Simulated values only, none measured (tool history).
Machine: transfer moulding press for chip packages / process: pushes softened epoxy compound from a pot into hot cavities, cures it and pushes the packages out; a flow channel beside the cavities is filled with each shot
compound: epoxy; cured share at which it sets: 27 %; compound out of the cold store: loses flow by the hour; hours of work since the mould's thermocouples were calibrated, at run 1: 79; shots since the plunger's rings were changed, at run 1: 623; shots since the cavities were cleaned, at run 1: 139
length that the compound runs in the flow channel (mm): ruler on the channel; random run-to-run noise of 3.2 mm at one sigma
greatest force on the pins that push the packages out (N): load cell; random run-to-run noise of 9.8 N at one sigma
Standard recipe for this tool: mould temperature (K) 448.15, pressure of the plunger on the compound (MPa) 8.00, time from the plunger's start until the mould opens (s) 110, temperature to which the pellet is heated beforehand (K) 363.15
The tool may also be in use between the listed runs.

| run | hour | mould temperature (K) | pressure of the plunger on the compound (MPa) | time from the plunger's start until the mould opens (s) | temperature to which the pellet is heated beforehand (K) | hours of work since the mould's thermocouples were calibrated | shots since the plunger's rings were changed | shots since the cavities were cleaned | incoming compound's hours out of the cold store | length that the compound runs in the flow channel (mm) | greatest force on the pins that push the packages out (N) |
|---|---|---|---|---|---|---|---|---|---|---|---|
| 1 | 0.0 | 448.15 | 8.00 | 110 | 363.15 | 79 | 623 | 139 | 46.2 | 695 | 486 |
| 2 | 9.2 | 448.15 | 8.00 | 110 | 363.15 | 83 | 693 | 209 | 12.9 | 792 | 577 |
| 3 | 20.4 | 448.15 | 8.00 | 119 | 363.15 | 88 | 778 | 294 | 41.8 | 704 | 506 |
| 4 | 30.7 | 448.15 | 8.00 | 119 | 363.15 | 92 | 857 | 373 | 47.7 | 689 | 511 |
| 5 | 38.2 | 448.15 | 8.00 | 119 | 363.15 | 95 | 914 | 430 | 31.3 | 732 | 537 |
| 6 | 47.7 | 448.15 | 8.00 | 119 | 363.15 | 99 | 986 | 502 | 17.1 | 774 | 578 |
| 7 | 53.5 | 448.15 | 8.00 | 113 | 363.15 | 102 | 1030 | 546 | 41.4 | 703 | 607 |
| 8 | 63.9 | 448.15 | 8.00 | 112 | 363.15 | 106 | 1109 | 625 | 30.9 | 728 | 670 |
|  | 71.4 | cavities cleaned with cleaning compound and waxed |
| 9 | 73.8 | 448.15 | 8.00 | 112 | 363.15 | 110 | 1173 | 18 | 27.8 | 740 | 823 |
| 10 | 81.7 | 448.15 | 8.00 | 112 | 363.15 | 113 | 1234 | 79 | 29.1 | 735 | 789 |
| 11 | 87.6 | 448.15 | 8.00 | 112 | 363.15 | 116 | 1278 | 123 | 18.7 | 766 | 823 |
| 12 | 94.9 | 448.15 | 8.00 | 112 | 363.15 | 119 | 1334 | 179 | 28.4 | 739 | 777 |
| 13 | 105.3 | 448.15 | 8.00 | 112 | 363.15 | 124 | 1413 | 258 | 37.4 | 710 | 776 |
|  | 113.2 | cavities cleaned with cleaning compound and waxed, once more |
| 14 | 113.2 | 448.15 | 8.00 | 112 | 363.15 | 126 | 1461 | 0 | 32.5 | 725 | 412 |
| 15 | 119.2 | 448.15 | 8.00 | 110 | 363.15 | 129 | 1507 | 46 | 40.1 | 702 | 482 |
| 16 | 131.6 | 448.15 | 8.00 | 110 | 363.15 | 134 | 1602 | 141 | 32.9 | 714 | 512 |
| 17 | 139.7 | 442.15 | 8.00 | 110 | 363.15 | 138 | 1664 | 203 | 16.2 | 793 | 957 |
| 18 | 145.0 | 442.15 | 8.00 | 110 | 363.15 | 140 | 1703 | 242 | 8.6 | 816 | 1001 |
| 19 | 152.1 | 454.15 | 9.71 | 110 | 369.15 | 143 | 1758 | 297 | 28.7 | 783 | 442 |
| 20 | 162.0 | 444.15 | 8.00 | 133 | 363.15 | 147 | 1833 | 372 | 19.7 | 770 | 560 |
| 21 | 174.2 | 456.15 | 8.00 | 121 | 369.15 | 152 | 1926 | 465 | 41.7 | 667 | 417 |
| 22 | 182.3 | 453.15 | 9.16 | 115 | 369.15 | 156 | 1988 | 527 | 35.5 | 739 | 451 |
| 23 | 194.9 | 453.15 | 9.16 | 115 | 369.15 | 161 | 2084 | 623 | 10.2 | 821 | 491 |
|  | 202.9 | cavities cleaned with cleaning compound and waxed |
| 24 | 202.9 | 453.15 | 9.16 | 122 | 365.15 | 164 | 2133 | 0 | 23.6 | 779 | 283 |
| 25 | 208.3 | 453.15 | 9.16 | 122 | 365.15 | 166 | 2174 | 41 | 35.8 | 744 | 310 |
| 26 | 219.1 | 455.15 | 7.45 | 99 | 367.15 | 171 | 2256 | 123 | 12.2 | 728 | 416 |
| 27 | 231.8 | 455.15 | 6.79 | 138 | 370.15 | 177 | 2353 | 220 | 26.0 | 650 | 363 |
| 28 | 243.2 | 453.15 | 8.00 | 128 | 371.15 | 181 | 2439 | 306 | 34.4 | 692 | 406 |
| 29 | 250.6 | 453.15 | 7.96 | 128 | 371.15 | 185 | 2496 | 363 | 37.1 | 685 | 395 |

What if the next run were any one of these 4? Each begins from the tool's condition after run 29:
| A | 257.4 | 453.15 | 7.96 | 106 | 371.15 | 188 | 2548 | 415 | 26.9 | ? | ? |
| B | 257.4 | 442.15 | 7.96 | 134 | 363.15 | 188 | 2548 | 415 | 44.2 | ? | ? |
| C | 257.4 | 453.15 | 8.25 | 128 | 371.15 | 188 | 2548 | 415 | 31.2 | ? | ? |
| D | 257.4 | 446.15 | 8.00 | 110 | 363.15 | 188 | 2548 | 415 | 22.3 | ? | ? |

| run | length that the compound runs in the flow channel (mm) | greatest force on the pins that push the packages out (N) |
|---|---|---|
| A | 706 | 492 |
| B | 701 | 638 |
| C | 714 | 410 |
| D | 752 | 724 |
The same runs, with their run-to-run variation unchanged, on a tool lacking any hidden condition would have given:
| run | length that the compound runs in the flow channel (mm) | greatest force on the pins that push the packages out (N) |
|---|---|---|
| A | 728 | 335 |
| B | 723 | 440 |
| C | 736 | 275 |
| D | 775 | 500 |
